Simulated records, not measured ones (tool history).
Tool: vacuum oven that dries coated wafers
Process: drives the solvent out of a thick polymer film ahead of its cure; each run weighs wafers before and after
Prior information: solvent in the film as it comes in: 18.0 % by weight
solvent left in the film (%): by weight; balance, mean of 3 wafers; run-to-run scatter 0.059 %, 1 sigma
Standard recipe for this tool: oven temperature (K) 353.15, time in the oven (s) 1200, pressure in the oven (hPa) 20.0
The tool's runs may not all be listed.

run    hour  oven temperature (K)  time in the oven (s)  pressure in the oven (hPa)  solvent left in the film (%)
  1     0.0                353.15                  1200                        20.0                          3.63
  2   100.9                353.15                  1200                        20.0                          3.54
  3   200.8                353.15                  1200                        20.0                          3.62
  4   292.4                359.15                  1200                        20.0                          2.64
  5   386.6                359.15                  1200                        20.0                          2.71
  6   460.5                353.15                  1200                        41.5                          7.07
  7   541.6                353.15                  1380                        20.0                          3.46
  8   632.6                353.15                  1200                        20.0                          3.58
  9   681.1                353.15                  1200                        20.0                          3.59
 10   748.6                348.15                  1200                        20.0                          5.00
 11   823.3                357.15                  1200                        20.0                          2.93
 12   889.4                353.15                   960                        27.1                          5.12
 13   977.8                345.15                   960                        20.0                          6.70
 14  1026.5                353.15                  1200                        20.0                          3.66
 15  1130.1                343.15                  1920                        17.2                          4.77
 16  1230.7                343.15                  1920                        17.2                          4.99
 17  1289.1                343.15                  1920                        17.2                          4.94
 18  1362.1                360.15                   660                        10.9                          1.98
 19  1461.6                360.15                   660                        10.9                          2.09
 20  1507.5                348.15                  1200                        19.8                          4.81
 21  1593.7                366.15                  1200                        20.0                          1.98

5 ways to go on from here, each from the tool as it stands after run 21. What would each give?
  A  1638.5                353.15                  2040                        11.5                             ?
  B  1638.5                356.15                  1200                        20.0                             ?
  C  1638.5                353.15                  1200                        19.0                             ?
  D  1638.5                345.15                  1200                        37.2                             ?
  E  1638.5                368.15                   960                        36.6                             ?

run  solvent left in the film (%)
  A                          1.97
  B                          3.03
  C                          3.63
  D                          9.44
  E                          3.41
The same runs, with their run-to-run variation unchanged, on a tool lacking any hidden condition would have given:
run  solvent left in the film (%)
  A                          1.94
  B                          3.00
  C                          3.59
  D                          9.39
  E                          3.39
